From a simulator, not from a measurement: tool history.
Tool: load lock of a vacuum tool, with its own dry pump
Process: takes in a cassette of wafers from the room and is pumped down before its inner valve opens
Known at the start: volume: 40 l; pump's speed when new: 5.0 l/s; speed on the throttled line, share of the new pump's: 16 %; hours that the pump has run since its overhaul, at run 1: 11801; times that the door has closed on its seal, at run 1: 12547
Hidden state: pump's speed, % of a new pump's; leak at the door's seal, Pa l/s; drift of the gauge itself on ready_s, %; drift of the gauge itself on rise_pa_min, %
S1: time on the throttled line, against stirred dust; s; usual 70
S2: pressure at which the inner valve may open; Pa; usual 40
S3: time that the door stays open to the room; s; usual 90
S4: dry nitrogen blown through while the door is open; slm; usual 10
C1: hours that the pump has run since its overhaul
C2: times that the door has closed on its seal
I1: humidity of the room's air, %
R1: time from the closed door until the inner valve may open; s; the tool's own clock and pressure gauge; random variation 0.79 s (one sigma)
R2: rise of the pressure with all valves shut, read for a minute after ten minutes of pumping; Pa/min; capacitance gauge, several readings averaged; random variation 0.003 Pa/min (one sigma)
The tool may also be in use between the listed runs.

Run 1, hour 0: usual settings; C1 11801; C2 12547; I1 46.2. Result: R1 130.8 s, R2 0.152 Pa/min.
Run 2, hour 127.2: usual settings; C1 11928; C2 12878; I1 42.3. Result: R1 130.5 s, R2 0.144 Pa/min.
Run 3, hour 269.9: usual settings but S4 9 slm; C1 12071; C2 13250; I1 46.3. Result: R1 131.8 s, R2 0.152 Pa/min.
Run 4, hour 413.9: usual settings but S4 9 slm; C1 12215; C2 13625; I1 47.3. Result: R1 130.3 s, R2 0.161 Pa/min.
Run 5, hour 552.6: usual settings but S4 34 slm; C1 12353; C2 13986; I1 44.3. Result: R1 132.4 s, R2 0.144 Pa/min.
Run 6, hour 625.5: usual settings but S3 117 s; C1 12426; C2 14176; I1 47.5. Result: R1 131.2 s, R2 0.181 Pa/min.
Run 7, hour 707.1: usual settings but S3 117 s; C1 12508; C2 14388; I1 46. Result: R1 131.5 s, R2 0.18 Pa/min.
Run 8, hour 781.7: usual settings; C1 12582; C2 14583; I1 45.4. Result: R1 133.2 s, R2 0.168 Pa/min.
Run 9, hour 889.5: usual settings; C1 12690; C2 14863; I1 48. Result: R1 131 s, R2 0.17 Pa/min.
Run 10, hour 1004.4: usual settings but S1 61 s; C1 12805; C2 15163; I1 44.5. Result: R1 124.2 s, R2 0.176 Pa/min.
Run 11, hour 1104.9: usual settings but S3 25 s; C1 12906; C2 15424; I1 43.9. Result: R1 133 s, R2 0.142 Pa/min.
Run 12, hour 1248: usual settings but S2 30 Pa, S3 25 s; C1 13049; C2 15797; I1 47.5. Result: R1 134.8 s, R2 0.152 Pa/min.
Run 13, hour 1382.6: usual settings but S4 15 slm; C1 13183; C2 16148; I1 43.6. Result: R1 133 s, R2 0.172 Pa/min.
Run 14, hour 1446.7: usual settings but S2 68 Pa; C1 13248; C2 16314; I1 48.6. Result: R1 127.3 s, R2 0.191 Pa/min.
Run 15, hour 1574.1: usual settings; C1 13375; C2 16646; I1 43.3. Result: R1 131.5 s, R2 0.19 Pa/min.
Run 16, hour 1647.3: usual settings; C1 13448; C2 16837; I1 45.6. Result: R1 132.6 s, R2 0.191 Pa/min.
Run 17, hour 1759.4: usual settings; C1 13560; C2 17129; I1 46.5. Result: R1 130.4 s, R2 0.194 Pa/min.
Run 18, hour 1872.2: usual settings but S1 93 s; C1 13673; C2 17423; I1 45.7. Result: R1 151.3 s, R2 0.201 Pa/min.
Run 19, hour 1937.4: usual settings but S2 49 Pa; C1 13738; C2 17592; I1 46. Result: R1 130.4 s, R2 0.203 Pa/min.
Run 20, hour 2064.5: usual settings but S2 65 Pa, S3 131 s, S4 8 slm; C1 13865; C2 17923; I1 43.7. Result: R1 130.5 s, R2 0.223 Pa/min.
Run 21, hour 2163.3: usual settings but S1 49 s, S2 38 Pa, S3 122 s, S4 8 slm; C1 13964; C2 18180; I1 42.7. Result: R1 117.4 s, R2 0.224 Pa/min.
Run 22, hour 2307.3: usual settings but S1 97 s, S2 38 Pa, S3 122 s, S4 8 slm; C1 14108; C2 18556; I1 43.8. Result: R1 154.9 s, R2 0.222 Pa/min.
Run 23, hour 2386: usual settings but S2 39 Pa, S3 31 s, S4 20 slm; C1 14187; C2 18761; I1 43.8. Result: R1 132.4 s, R2 0.189 Pa/min.
Run 24, hour 2485.7: usual settings but S2 60 Pa, S3 53 s, S4 20 slm; C1 14286; C2 19020; I1 44.5. Result: R1 128.4 s, R2 0.188 Pa/min.
Run 25, hour 2590.6: usual settings but S1 102 s, S4 25 slm; C1 14391; C2 19293; I1 46.3. Result: R1 158.6 s, R2 0.208 Pa/min.
Run 26, hour 2668: usual settings but S1 102 s, S4 25 slm; C1 14469; C2 19495; I1 44.8. Result: R1 160.1 s, R2 0.211 Pa/min.
Run 27, hour 2798.4: usual settings but S1 121 s, S2 55 Pa, S3 238 s, S4 25 slm; C1 14599; C2 19835; I1 45.3. Result: R1 172.4 s, R2 0.258 Pa/min.
Run 28, hour 2877.2: usual settings but S1 120 s, S2 55 Pa, S3 238 s, S4 14 slm; C1 14678; C2 20040; I1 42.7. Result: R1 170.9 s, R2 0.269 Pa/min.
Run 29, hour 3024.5: usual settings but S1 119 s, S2 58 Pa, S3 37 s; C1 14825; C2 20423; I1 42.9. Result: R1 173.3 s, R2 0.213 Pa/min.
Run 30, hour 3152.1: usual settings but S1 119 s, S2 58 Pa, S3 37 s; C1 14953; C2 20756; I1 45.8. Result: R1 168.5 s, R2 0.218 Pa/min.
Run 31, hour 3245.9: usual settings but S1 119 s, S2 58 Pa, S3 37 s; C1 15047; C2 21000; I1 46.7. Result: R1 171.5 s, R2 0.216 Pa/min.
Run 32, hour 3375.2: usual settings but S1 119 s, S2 58 Pa, S3 37 s; C1 15176; C2 21337; I1 46.9. Result: R1 171.5 s, R2 0.226 Pa/min.
Run 33, hour 3505.6: usual settings but S1 38 s, S4 22 slm; C1 15306; C2 21676; I1 46.9. Result: R1 109.1 s, R2 0.247 Pa/min.
Run 34, hour 3607.8: usual settings but S1 61 s; C1 15409; C2 21943; I1 49. Result: R1 128.3 s, R2 0.263 Pa/min.
Run 35, hour 3674.8: usual settings but S1 110 s, S2 58 Pa, S4 5 slm; C1 15476; C2 22117; I1 45.1. Result: R1 162.2 s, R2 0.273 Pa/min.
Run 36, hour 3752.7: usual settings but S1 110 s, S2 58 Pa, S4 5 slm; C1 15553; C2 22320; I1 49.2. Result: R1 164.6 s, R2 0.28 Pa/min.
Run 37, hour 3862.7: usual settings but S1 110 s, S2 58 Pa, S4 5 slm; C1 15664; C2 22606; I1 46.9. Result: R1 162.5 s, R2 0.283 Pa/min.
Run 38, hour 3955.5: usual settings but S1 110 s, S2 58 Pa, S4 5 slm; C1 15756; C2 22848; I1 47.7. Result: R1 164.4 s, R2 0.284 Pa/min.

Hidden state or all else? Some run-to-run changes of R1, split into what the settings, what came in and random variation would give without the hidden state, and what is left for the hidden state (with any gauge scatter that isn't in both results):
Run 20 -> 21: S1 70 -> 49, S2 65 -> 38, S3 131 -> 122. R1 -13.1 s: hidden state +1.7, all else -14.8.
Run 21 -> 22: S1 49 -> 97. R1 +37.5 s: hidden state -1.7, all else +39.2.
Run 32 -> 33: S1 119 -> 38, S2 58 -> 40, S3 37 -> 90, S4 10 -> 22. R1 -62.4 s: hidden state +3.9, all else -66.3.
Run 34 -> 35: S1 61 -> 110, S2 40 -> 58, S4 10 -> 5. R1 +33.9 s: hidden state -2.6, all else +36.5.

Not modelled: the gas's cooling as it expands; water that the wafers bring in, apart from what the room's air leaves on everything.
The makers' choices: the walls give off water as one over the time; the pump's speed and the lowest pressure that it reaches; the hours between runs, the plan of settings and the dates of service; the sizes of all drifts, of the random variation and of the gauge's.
